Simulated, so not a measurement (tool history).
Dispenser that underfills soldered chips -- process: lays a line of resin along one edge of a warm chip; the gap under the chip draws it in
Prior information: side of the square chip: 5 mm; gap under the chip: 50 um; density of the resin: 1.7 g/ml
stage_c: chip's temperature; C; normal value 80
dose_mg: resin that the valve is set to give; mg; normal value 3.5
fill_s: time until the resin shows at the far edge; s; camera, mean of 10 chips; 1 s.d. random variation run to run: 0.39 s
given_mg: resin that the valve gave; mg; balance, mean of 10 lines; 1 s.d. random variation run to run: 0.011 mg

| run | day | stage_c | dose_mg | fill_s | given_mg |
|---|---|---|---|---|---|
| 1 | 0 | 80 | 3.5 | 26 | 3.43 |
| 2 | 0.271 | 80 | 3.5 | 35.8 | 3.41 |
|  | 0.542 | new syringe of resin |
| 3 | 0.604 | 80 | 3.5 | 25.4 | 3.39 |
| 4 | 0.879 | 78 | 3.5 | 38.4 | 3.4 |
| 5 | 1.1 | 78 | 3.5 | 47.9 | 3.4 |
|  | 1.179 | new syringe of resin |
| 6 | 1.404 | 80 | 3.5 | 31.3 | 3.39 |
| 7 | 1.688 | 81 | 3.5 | 39.8 | 3.39 |
|  | 1.812 | new syringe of resin |
| 8 | 2.017 | 80 | 4.4 | 28.7 | 4.23 |
| 9 | 2.262 | 77 | 4.4 | 45.1 | 4.23 |
|  | 2.446 | new syringe of resin |
| 10 | 2.596 | 77 | 4.4 | 31.3 | 4.23 |
|  | 2.775 | dispensing valve cleaned and set on the balance |
| 11 | 2.925 | 77 | 4.4 | 43.2 | 4.4 |
| 12 | 3.075 | 77 | 4.4 | 52.1 | 4.38 |
|  | 3.129 | new syringe of resin |
| 13 | 3.388 | 77 | 4.4 | 35.4 | 4.39 |
| 14 | 3.617 | 77 | 4.4 | 45.7 | 4.37 |
|  | 3.762 | new syringe of resin |
| 15 | 3.817 | 77 | 4.4 | 29 | 4.36 |
| 16 | 4.125 | 77 | 4.4 | 41.5 | 4.35 |
|  | 4.388 | new syringe of resin |
| 17 | 4.388 | 77 | 4.4 | 27.3 | 4.33 |
| 18 | 4.562 | 77 | 4.4 | 33.1 | 4.33 |
| 19 | 4.846 | 86 | 3.45 | 29 | 3.38 |

Run 20, settings as shown, results not yet in. Your forecast:
|  | 5.029 | new syringe of resin |
| 20 | 5.167 | 70 | 3.5 | ? | ? |

fill_s: 43.9 s
given_mg: 3.44 mg
Had the tool carried no hidden state, the very same run would have given fill_s 40.9 s, given_mg 3.51 mg.
